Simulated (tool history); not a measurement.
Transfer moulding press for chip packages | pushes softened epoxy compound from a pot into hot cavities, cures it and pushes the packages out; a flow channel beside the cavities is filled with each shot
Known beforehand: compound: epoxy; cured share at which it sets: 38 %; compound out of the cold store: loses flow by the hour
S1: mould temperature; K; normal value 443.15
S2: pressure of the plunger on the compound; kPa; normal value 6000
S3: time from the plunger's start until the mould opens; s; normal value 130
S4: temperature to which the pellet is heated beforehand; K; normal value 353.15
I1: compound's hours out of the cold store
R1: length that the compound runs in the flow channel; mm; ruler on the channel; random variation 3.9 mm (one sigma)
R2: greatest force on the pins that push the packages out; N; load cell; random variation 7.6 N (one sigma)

run	hour	S1	S2	S3	S4	I1	R1	R2
1	0	443.15	6000	130	353.15	39.9	780	718
# hour 7.4: cavities cleaned with cleaning compound and waxed
2	68.7	443.15	6000	130	358.15	37.7	786	618
# hour 143.5: cavities cleaned with cleaning compound and waxed
3	157.5	443.15	6000	130	353.15	23.5	799	439
4	196.5	443.15	6000	130	353.15	13.1	825	594
5	260.5	443.15	6000	130	353.15	18.4	817	726
# hour 281: cavities cleaned with cleaning compound and waxed
# hour 347.1: mould's thermocouples calibrated
6	348.6	443.15	6000	130	353.15	29.4	786	647
# hour 408: plunger's sealing rings changed
7	410.9	443.15	6000	130	358.15	18.8	841	727
# hour 423.1: cavities cleaned with cleaning compound and waxed
8	468.6	443.15	6000	130	358.15	24.4	824	573
9	533.7	443.15	6000	130	349.15	13.7	839	695
# hour 560: cavities cleaned with cleaning compound and waxed
10	598.5	443.15	6000	130	349.15	18.7	834	544
11	683.5	443.15	6000	130	349.15	17.1	828	718
# hour 698: cavities cleaned with cleaning compound and waxed
12	738.5	443.15	6000	130	349.15	8.2	843	574
13	775.1	443.15	6000	130	349.15	11.9	837	654
# hour 836: cavities cleaned with cleaning compound and waxed
14	857.6	443.15	6000	130	349.15	31.9	789	445
15	937	442.15	5610	114	355.15	23.1	790	855
# hour 972.9: cavities cleaned with cleaning compound and waxed
16	999	442.15	5610	135	355.15	39.4	752	475
17	1072.5	442.15	4990	135	355.15	24.8	736	723
# hour 1115.1: plunger's sealing rings changed
# hour 1116.6: cavities cleaned with cleaning compound and waxed
18	1142.9	442.15	4990	135	355.15	15.8	772	471
19	1219.3	451.15	6000	130	353.15	47.7	744	623
# hour 1256.1: cavities cleaned with cleaning compound and waxed
20	1302.7	451.15	6000	111	359.15	21.8	782	538
21	1348.1	449.15	7220	134	351.15	16.1	879	616
# hour 1390.5: mould's thermocouples calibrated
22	1390.7	449.15	6180	124	351.15	29.8	781	683
# hour 1396.6: cavities cleaned with cleaning compound and waxed
23	1473.3	449.15	6180	124	351.15	43.6	757	611
# hour 1534.1: cavities cleaned with cleaning compound and waxed
24	1547.8	445.15	6180	135	346.15	29.5	795	396
25	1587.4	445.15	6180	135	346.15	41.6	772	572
26	1645.8	445.15	6180	158	357.15	37.5	781	654

Below are 4 alternative next runs, each starting from the tool's condition after run 26. Predict each:
# hour 1672.5: cavities cleaned with cleaning compound and waxed
A	1730.1	445.15	4970	116	355.15	22.4	?	?
# hour 1672.5: cavities cleaned with cleaning compound and waxed
B	1730.1	436.15	6180	158	345.15	46.8	?	?
# hour 1672.5: cavities cleaned with cleaning compound and waxed
C	1730.1	439.15	6180	148	349.15	17.9	?	?
# hour 1672.5: cavities cleaned with cleaning compound and waxed
D	1730.1	445.15	6180	151	348.15	26.1	?	?

run	R1	R2
A	721	613
B	812	630
C	842	625
D	795	538
Had the tool no hidden state, the same runs would have come out as:
run	R1	R2
A	746	335
B	841	346
C	872	342
D	823	299
